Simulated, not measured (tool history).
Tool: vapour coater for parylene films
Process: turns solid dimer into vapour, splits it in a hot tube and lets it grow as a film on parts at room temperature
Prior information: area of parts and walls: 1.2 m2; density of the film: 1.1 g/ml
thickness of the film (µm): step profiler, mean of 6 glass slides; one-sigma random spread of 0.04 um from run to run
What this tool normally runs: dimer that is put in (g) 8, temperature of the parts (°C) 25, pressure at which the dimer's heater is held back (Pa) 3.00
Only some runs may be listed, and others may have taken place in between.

| run | day | dimer that is put in (g) | temperature of the parts (°C) | pressure at which the dimer's heater is held back (Pa) | thickness of the film (µm) |
|---|---|---|---|---|---|
| 1 | 0.000 | 8 | 25 | 3.00 | 4.24 |
| 2 | 1.771 | 8 | 20 | 3.00 | 5.17 |
| 3 | 4.129 | 8 | 31 | 3.00 | 3.42 |
| 4 | 5.617 | 8 | 31 | 3.00 | 3.36 |
| 5 | 6.788 | 9 | 25 | 3.00 | 4.86 |
| 6 | 7.762 | 9 | 25 | 3.00 | 4.79 |
| 7 | 9.608 | 8 | 25 | 3.00 | 4.33 |
| 8 | 11.496 | 8 | 25 | 3.00 | 4.28 |
| 9 | 12.879 | 8 | 25 | 3.00 | 4.29 |
| 10 | 14.954 | 8 | 25 | 3.00 | 4.26 |
|  | 16.554 | trap's valve overhauled |
| 11 | 17.321 | 8 | 22 | 3.00 | 4.79 |
| 12 | 18.500 | 8 | 22 | 3.00 | 4.83 |
| 13 | 20.479 | 8 | 22 | 3.00 | 4.75 |
| 14 | 22.042 | 8 | 22 | 3.00 | 4.79 |
| 15 | 23.300 | 8 | 22 | 3.00 | 4.80 |
| 16 | 25.138 | 3 | 25 | 8.14 | 1.37 |
| 17 | 26.417 | 3 | 25 | 8.14 | 1.38 |
| 18 | 28.738 | 8 | 31 | 3.00 | 3.36 |
| 19 | 30.762 | 9 | 25 | 6.68 | 4.21 |
| 20 | 32.892 | 9 | 25 | 6.68 | 4.24 |
| 21 | 35.058 | 9 | 25 | 6.68 | 4.16 |
|  | 36.038 | trap's valve overhauled |
| 22 | 37.267 | 4 | 25 | 4.36 | 2.03 |
| 23 | 38.488 | 4 | 37 | 2.32 | 1.44 |
| 24 | 40.275 | 4 | 37 | 2.32 | 1.39 |
| 25 | 41.867 | 4 | 37 | 2.32 | 1.36 |
| 26 | 43.100 | 11 | 30 | 3.30 | 4.75 |

4 ways to go on from here, each from the tool as it stands after run 26. What would each give?
| A | 44.379 | 4 | 33 | 3.19 | ? |
| B | 44.379 | 11 | 19 | 2.94 | ? |
| C | 44.379 | 4 | 32 | 2.36 | ? |
| D | 44.379 | 12 | 25 | 7.57 | ? |

| run | thickness of the film (µm) |
|---|---|
| A | 1.54 |
| B | 7.47 |
| C | 1.66 |
| D | 5.52 |
With the hidden condition removed and each run's random variation left untouched, the same runs would have given:
| run | thickness of the film (µm) |
|---|---|
| A | 1.54 |
| B | 7.50 |
| C | 1.67 |
| D | 5.54 |

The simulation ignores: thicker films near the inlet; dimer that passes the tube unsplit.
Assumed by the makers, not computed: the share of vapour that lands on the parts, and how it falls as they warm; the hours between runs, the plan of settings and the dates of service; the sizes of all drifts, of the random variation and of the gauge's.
